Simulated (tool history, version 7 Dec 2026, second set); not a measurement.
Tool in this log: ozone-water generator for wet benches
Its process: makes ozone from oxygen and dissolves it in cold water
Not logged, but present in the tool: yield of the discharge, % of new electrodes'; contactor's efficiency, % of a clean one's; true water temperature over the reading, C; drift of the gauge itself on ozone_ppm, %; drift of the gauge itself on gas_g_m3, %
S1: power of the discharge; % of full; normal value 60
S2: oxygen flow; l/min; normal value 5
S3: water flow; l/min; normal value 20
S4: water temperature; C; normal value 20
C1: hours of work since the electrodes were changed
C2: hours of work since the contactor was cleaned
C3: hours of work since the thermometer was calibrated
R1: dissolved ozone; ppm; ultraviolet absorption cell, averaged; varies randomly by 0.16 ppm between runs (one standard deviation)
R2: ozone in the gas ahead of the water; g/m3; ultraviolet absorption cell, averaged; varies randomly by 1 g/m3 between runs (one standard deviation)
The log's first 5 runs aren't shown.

{"run": 6, "day": 8.771, "S1": 60, "S2": 5, "S3": 20, "S4": 20, "C1": 1952, "C2": 2366, "C3": 3056, "R1": 20.1, "R2": 175.1}
{"run": 7, "day": 11.458, "S1": 60, "S2": 5, "S3": 20, "S4": 20, "C1": 2002, "C2": 2416, "C3": 3105, "R1": 20.5, "R2": 177.0}
{"run": 8, "day": 13.383, "S1": 60, "S2": 5, "S3": 14, "S4": 20, "C1": 2037, "C2": 2451, "C3": 3141, "R1": 25.3, "R2": 174.9}
{"run": 9, "day": 16.129, "S1": 60, "S2": 5, "S3": 14, "S4": 20, "C1": 2088, "C2": 2502, "C3": 3192, "R1": 25.7, "R2": 175.5}
{"run": 10, "day": 17.938, "S1": 60, "S2": 5, "S3": 14, "S4": 20, "C1": 2121, "C2": 2535, "C3": 3225, "R1": 25.3, "R2": 173.7}
{"run": 11, "day": 19.071, "S1": 60, "S2": 5, "S3": 14, "S4": 20, "C1": 2142, "C2": 2556, "C3": 3246, "R1": 25.2, "R2": 174.7}
{"run": 12, "day": 21.604, "S1": 60, "S2": 5, "S3": 14, "S4": 20, "C1": 2189, "C2": 2603, "C3": 3293, "R1": 25.3, "R2": 175.7}
{"run": 13, "day": 23.454, "S1": 60, "S2": 5, "S3": 14, "S4": 20, "C1": 2223, "C2": 2637, "C3": 3327, "R1": 25.3, "R2": 175.5}
{"run": 14, "day": 25.546, "S1": 60, "S2": 5, "S3": 14, "S4": 20, "C1": 2262, "C2": 2676, "C3": 3366, "R1": 25.5, "R2": 176.2}
{"run": 15, "day": 28.179, "S1": 60, "S2": 5, "S3": 14, "S4": 20, "C1": 2311, "C2": 2724, "C3": 3414, "R1": 25.4, "R2": 177.3}
{"run": 16, "day": 29.833, "S1": 60, "S2": 5, "S3": 14, "S4": 20, "C1": 2341, "C2": 2755, "C3": 3445, "R1": 25.6, "R2": 174.8}

Run 17, settings as shown, results not yet in. Your forecast:
{"run": 17, "day": 31.279, "S1": 60, "S2": 5, "S3": 14, "S4": 20, "C1": 2368, "C2": 2782, "C3": 3471, "R1": "?", "R2": "?"}

{"run 17": {"R1": 25.2, "R2": 174.3}}
Were there no unlogged condition in the tool, this run, its random variation unchanged, would have produced R1 25.3 ppm, R2 174.5 g/m3.

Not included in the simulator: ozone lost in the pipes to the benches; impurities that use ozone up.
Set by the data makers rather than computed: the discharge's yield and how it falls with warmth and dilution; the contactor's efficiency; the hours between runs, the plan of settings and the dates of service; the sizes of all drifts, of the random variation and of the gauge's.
